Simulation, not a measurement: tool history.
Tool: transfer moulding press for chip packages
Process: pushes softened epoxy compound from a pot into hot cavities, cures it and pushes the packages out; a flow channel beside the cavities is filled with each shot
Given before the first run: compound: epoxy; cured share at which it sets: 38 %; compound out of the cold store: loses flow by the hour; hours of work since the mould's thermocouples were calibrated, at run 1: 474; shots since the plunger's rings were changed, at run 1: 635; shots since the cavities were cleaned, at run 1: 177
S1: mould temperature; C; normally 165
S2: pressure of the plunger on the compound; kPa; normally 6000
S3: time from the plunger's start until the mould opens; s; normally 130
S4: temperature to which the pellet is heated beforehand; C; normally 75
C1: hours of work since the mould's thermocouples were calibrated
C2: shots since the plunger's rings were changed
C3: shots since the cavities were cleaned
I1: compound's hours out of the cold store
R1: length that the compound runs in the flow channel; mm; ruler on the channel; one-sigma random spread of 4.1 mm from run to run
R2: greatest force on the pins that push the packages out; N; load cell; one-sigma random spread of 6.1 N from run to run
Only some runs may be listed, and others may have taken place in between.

| run | hour | S1 | S2 | S3 | S4 | C1 | C2 | C3 | I1 | R1 | R2 |
|---|---|---|---|---|---|---|---|---|---|---|---|
| 1 | 0 | 165 | 6000 | 130 | 75 | 474 | 635 | 177 | 36.6 | 767 | 231 |
| 2 | 21.4 | 165 | 4950 | 130 | 75 | 489 | 851 | 393 | 39.4 | 691 | 230 |
| 3 | 31.5 | 165 | 4950 | 130 | 75 | 497 | 953 | 495 | 29 | 731 | 229 |
| 4 | 50.2 | 165 | 4950 | 130 | 75 | 511 | 1141 | 683 | 36 | 700 | 231 |
| 5 | 62.8 | 165 | 4950 | 130 | 75 | 520 | 1269 | 811 | 38.3 | 695 | 222 |
|  | 75.9 | cavities cleaned with cleaning compound and waxed |
| 6 | 77.3 | 165 | 4950 | 130 | 75 | 530 | 1400 | 14 | 11.9 | 774 | 231 |
| 7 | 99.7 | 165 | 4950 | 130 | 75 | 547 | 1627 | 241 | 11.6 | 768 | 218 |
| 8 | 122.3 | 165 | 4950 | 130 | 75 | 564 | 1855 | 469 | 42.8 | 677 | 232 |
| 9 | 143 | 165 | 4950 | 130 | 75 | 579 | 2063 | 677 | 31.2 | 717 | 207 |
| 10 | 159.9 | 165 | 4950 | 130 | 75 | 591 | 2234 | 848 | 29.5 | 726 | 222 |
|  | 168.7 | cavities cleaned with cleaning compound and waxed |
| 11 | 182.3 | 165 | 6000 | 130 | 75 | 607 | 2445 | 137 | 32.3 | 787 | 213 |
| 12 | 203.3 | 165 | 6000 | 130 | 75 | 623 | 2657 | 349 | 37.1 | 779 | 222 |
| 13 | 218.9 | 165 | 6000 | 130 | 79 | 634 | 2814 | 506 | 17.4 | 836 | 223 |
| 14 | 239 | 165 | 6000 | 130 | 75 | 649 | 3017 | 709 | 45.7 | 745 | 220 |
| 15 | 252.1 | 165 | 6000 | 130 | 84 | 659 | 3150 | 842 | 42.2 | 756 | 224 |
|  | 261.4 | cavities cleaned with cleaning compound and waxed |
| 16 | 263 | 165 | 6000 | 130 | 84 | 666 | 3245 | 17 | 19.3 | 829 | 223 |
|  | 283.2 | plunger's sealing rings changed |
| 17 | 283.9 | 172 | 4960 | 130 | 70 | 680 | 7 | 202 | 32.6 | 691 | 203 |
| 18 | 295.3 | 172 | 4960 | 130 | 72 | 688 | 122 | 317 | 15.8 | 747 | 207 |
| 19 | 316.5 | 172 | 4960 | 130 | 72 | 704 | 336 | 531 | 25.6 | 706 | 206 |
| 20 | 332.7 | 172 | 4960 | 130 | 72 | 716 | 499 | 694 | 16.3 | 742 | 199 |
| 21 | 348.6 | 165 | 6000 | 120 | 71 | 728 | 661 | 856 | 29 | 792 | 239 |
|  | 356.9 | cavities cleaned with cleaning compound and waxed |
| 22 | 372 | 165 | 6000 | 120 | 71 | 744 | 881 | 152 | 30.9 | 796 | 244 |
| 23 | 393.2 | 165 | 6300 | 121 | 69 | 760 | 1095 | 366 | 40.3 | 787 | 230 |
| 24 | 412.7 | 172 | 5800 | 130 | 69 | 775 | 1292 | 563 | 46.7 | 710 | 212 |
| 25 | 432.3 | 172 | 5800 | 130 | 69 | 789 | 1490 | 761 | 22.4 | 777 | 217 |
| 26 | 442.3 | 172 | 6570 | 116 | 69 | 797 | 1591 | 862 | 11.4 | 870 | 204 |
|  | 450.7 | cavities cleaned with cleaning compound and waxed |
| 27 | 462.9 | 166 | 6570 | 116 | 69 | 811 | 1784 | 124 | 12.6 | 891 | 255 |
| 28 | 485.9 | 166 | 6570 | 129 | 80 | 828 | 2016 | 356 | 40.5 | 792 | 224 |
| 29 | 505.9 | 166 | 6570 | 129 | 80 | 843 | 2217 | 557 | 13.2 | 879 | 223 |
|  | 513.7 | mould's thermocouples calibrated |
| 30 | 517.3 | 166 | 5210 | 156 | 72 | 3 | 2313 | 653 | 45.5 | 687 | 212 |

Branching from run 30: 3 alternative next runs. What would each branch give?
| A | 536.7 | 165 | 6000 | 170 | 75 | 17 | 2508 | 848 | 11.5 | ? | ? |
| B | 536.7 | 166 | 5230 | 123 | 74 | 17 | 2508 | 848 | 44.7 | ? | ? |
| C | 536.7 | 164 | 6000 | 139 | 79 | 17 | 2508 | 848 | 20.8 | ? | ? |

| run | R1 | R2 |
|---|---|---|
| A | 858 | 206 |
| B | 693 | 231 |
| C | 825 | 225 |
Had the tool no hidden state, the same runs would have come out as:
| run | R1 | R2 |
|---|---|---|
| A | 859 | 204 |
| B | 694 | 229 |
| C | 825 | 223 |
